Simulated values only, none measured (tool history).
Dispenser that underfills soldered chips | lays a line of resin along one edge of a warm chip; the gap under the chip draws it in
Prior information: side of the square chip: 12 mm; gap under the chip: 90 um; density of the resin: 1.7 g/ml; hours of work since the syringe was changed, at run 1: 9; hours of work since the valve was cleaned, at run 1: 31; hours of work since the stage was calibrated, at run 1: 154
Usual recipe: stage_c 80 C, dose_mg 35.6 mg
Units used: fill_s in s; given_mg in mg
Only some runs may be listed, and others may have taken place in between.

run,day,stage_c,dose_mg,hours of work since the syringe was changed,hours of work since the valve was cleaned,hours of work since the stage was calibrated,fill_s,given_mg
1,0.000,80,35.6,9,31,154,41.4,34.45
2,0.121,80,35.6,11,33,156,45.9,34.11
# day 0.154: new syringe of resin
3,0.292,80,35.6,3,36,159,31.5,34.55
4,0.400,80,35.6,5,38,161,34.3,34.33
5,0.612,80,35.6,9,42,165,41.8,34.26
# day 0.775: new syringe of resin
6,0.846,80,35.6,1,46,169,30.4,34.02
7,1.008,80,35.6,4,49,172,34.8,33.81
8,1.167,80,35.6,7,52,175,39.8,33.93
9,1.321,80,35.6,10,55,178,45.1,33.81
# day 1.383: new syringe of resin
10,1.479,89,35.6,2,58,181,22.0,33.84
11,1.708,89,35.6,6,62,185,28.4,33.65
12,1.871,80,35.6,9,65,188,43.2,33.34
# day 1.992: new syringe of resin
13,2.138,80,41.8,3,70,193,29.3,38.93
14,2.262,82,39.3,5,72,195,33.0,36.76
# day 2.321: dispensing valve cleaned and set on the balance
15,2.488,82,35.6,9,3,198,37.3,35.43
16,2.588,71,35.0,10,5,200,60.3,34.76
# day 2.646: new syringe of resin
17,2.833,90,42.2,4,9,205,23.3,41.73
18,2.967,80,30.3,6,12,207,38.2,29.80
19,3.112,92,35.6,9,15,210,28.1,34.99
# day 3.262: new syringe of resin
20,3.304,81,35.6,1,18,213,27.3,34.92
21,3.517,81,35.6,5,22,217,32.4,34.65
22,3.767,69,32.1,9,27,222,63.2,30.84
# day 3.883: new syringe of resin
23,3.988,69,32.1,2,31,226,44.4,31.09
24,4.217,69,32.1,6,35,230,55.5,30.77
25,4.425,69,32.1,10,39,234,66.0,30.75
# day 4.492: new syringe of resin
26,4.546,81,34.9,1,41,236,27.5,33.42

What if the next run were any one of these 4? Each begins from the tool's condition after run 26:
A,4.796,66,38.8,6,45,241,?,?
B,4.796,79,35.5,6,45,241,?,?
C,4.796,66,31.4,6,45,241,?,?
D,4.796,93,34.9,6,45,241,?,?

run,fill_s,given_mg
A,58.0,37.37
B,37.4,33.89
C,60.2,30.09
D,22.3,33.31
What these runs would have given with no unlogged condition in the tool:
run,fill_s,given_mg
A,46.9,39.14
B,30.2,35.49
C,48.4,31.52
D,17.7,34.89
